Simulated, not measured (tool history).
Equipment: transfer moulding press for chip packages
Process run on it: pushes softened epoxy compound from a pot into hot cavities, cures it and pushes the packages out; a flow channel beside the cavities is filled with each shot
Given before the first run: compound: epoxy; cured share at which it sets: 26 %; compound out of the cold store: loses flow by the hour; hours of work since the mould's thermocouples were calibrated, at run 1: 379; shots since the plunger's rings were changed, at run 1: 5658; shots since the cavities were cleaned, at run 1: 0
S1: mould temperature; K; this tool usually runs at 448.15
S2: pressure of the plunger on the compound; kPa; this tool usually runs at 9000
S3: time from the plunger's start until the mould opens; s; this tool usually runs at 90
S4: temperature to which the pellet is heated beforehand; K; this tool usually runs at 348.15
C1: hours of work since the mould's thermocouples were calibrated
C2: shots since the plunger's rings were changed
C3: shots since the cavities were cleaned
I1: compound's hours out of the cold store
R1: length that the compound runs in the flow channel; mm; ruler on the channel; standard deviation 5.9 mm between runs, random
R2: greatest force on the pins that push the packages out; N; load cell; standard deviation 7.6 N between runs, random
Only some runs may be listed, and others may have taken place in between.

| run | hour | S1 | S2 | S3 | S4 | C1 | C2 | C3 | I1 | R1 | R2 |
|---|---|---|---|---|---|---|---|---|---|---|---|
| 1 | 0 | 448.15 | 9000 | 90 | 348.15 | 379 | 5658 | 0 | 21.7 | 670 | 329 |
| 2 | 17.6 | 448.15 | 7770 | 90 | 348.15 | 390 | 5888 | 230 | 41 | 548 | 526 |
| 3 | 44.4 | 448.15 | 7770 | 90 | 348.15 | 407 | 6238 | 580 | 36 | 572 | 654 |
| 4 | 59.6 | 448.15 | 7770 | 90 | 348.15 | 417 | 6438 | 780 | 23 | 628 | 708 |
|  | 67.6 | plunger's sealing rings changed |
|  | 76.2 | mould's thermocouples calibrated |
|  | 79.1 | cavities cleaned with cleaning compound and waxed |
| 5 | 92.4 | 452.15 | 9000 | 90 | 348.15 | 9 | 279 | 174 | 29.1 | 678 | 695 |
| 6 | 111.3 | 452.15 | 9000 | 90 | 348.15 | 21 | 527 | 422 | 37.9 | 612 | 675 |
|  | 139.7 | cavities cleaned with cleaning compound and waxed, once more |
| 7 | 143.5 | 452.15 | 9000 | 90 | 348.15 | 41 | 927 | 49 | 30.2 | 659 | 338 |
| 8 | 173.4 | 452.15 | 9000 | 90 | 347.15 | 60 | 1318 | 440 | 41.6 | 601 | 570 |

Run 9 has not been measured yet. What should we expect?
| 9 | 199 | 444.15 | 9000 | 90 | 347.15 | 76 | 1654 | 776 | 32.6 | ? | ? |

R1: 660 mm
R2: 912 N
With no hidden state in the tool, this same run would have given R1 672 mm, R2 430 N.
